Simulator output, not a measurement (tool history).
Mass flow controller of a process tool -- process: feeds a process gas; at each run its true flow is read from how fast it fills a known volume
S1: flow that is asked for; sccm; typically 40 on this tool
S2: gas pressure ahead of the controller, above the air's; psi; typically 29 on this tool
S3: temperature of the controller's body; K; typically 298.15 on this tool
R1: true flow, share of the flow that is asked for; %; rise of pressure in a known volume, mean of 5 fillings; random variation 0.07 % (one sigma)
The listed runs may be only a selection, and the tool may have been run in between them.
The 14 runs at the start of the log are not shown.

run 15 hour=2748.7 | S1=40 S2=24.1 S3=298.15 | R1=95.72
-- hour=2901.5 controller's zero set anew, once more
run 16 hour=2903.1 | S1=40 S2=24.1 S3=298.15 | R1=94.11
run 17 hour=3154.3 | S1=40 S2=24.1 S3=298.15 | R1=94.09
run 18 hour=3379.1 | S1=40 S2=24.1 S3=311.15 | R1=95.04
-- hour=3516.5 controller exchanged for a calibrated one
run 19 hour=3645.5 | S1=40 S2=29 S3=298.15 | R1=98.3
run 20 hour=3868.5 | S1=40 S2=29 S3=298.15 | R1=98.15
run 21 hour=3993.4 | S1=40 S2=29 S3=298.15 | R1=98.25
run 22 hour=4121.4 | S1=40 S2=29 S3=298.15 | R1=98.21
run 23 hour=4399.2 | S1=40 S2=29 S3=296.15 | R1=98.01
run 24 hour=4554.4 | S1=40 S2=29 S3=296.15 | R1=97.92
run 25 hour=4821.9 | S1=12 S2=23.4 S3=299.15 | R1=98.25
run 26 hour=5057.4 | S1=12 S2=23.4 S3=299.15 | R1=98.46
run 27 hour=5328.6 | S1=23 S2=39.3 S3=299.15 | R1=98.22
run 28 hour=5522.1 | S1=23 S2=24.7 S3=299.15 | R1=98.16
run 29 hour=5680.5 | S1=19 S2=33.1 S3=310.15 | R1=99.05
run 30 hour=5874.8 | S1=12 S2=29 S3=298.15 | R1=98.97
run 31 hour=6159.8 | S1=12 S2=29 S3=298.15 | R1=99.21
run 32 hour=6379.7 | S1=12 S2=29 S3=298.15 | R1=99.34
run 33 hour=6635.9 | S1=39 S2=23.4 S3=304.15 | R1=98.3
run 34 hour=6815.3 | S1=55 S2=23.4 S3=311.15 | R1=99
run 35 hour=7047.8 | S1=66 S2=22.5 S3=311.15 | R1=99.2
run 36 hour=7321.3 | S1=66 S2=22.5 S3=311.15 | R1=99.05
run 37 hour=7518.3 | S1=85 S2=22.5 S3=309.15 | R1=99.39
run 38 hour=7694.6 | S1=40 S2=22.6 S3=298.15 | R1=97.84
run 39 hour=7919.4 | S1=53 S2=31 S3=300.15 | R1=98.07

Predict the results of run 40:
run 40 hour=8098.2 | S1=53 S2=31 S3=300.15 | R1=?

{"run 40": {"R1": 97.93}}
Were there no unlogged condition in the tool, this run, its random variation unchanged, would have produced R1 98.67 %.
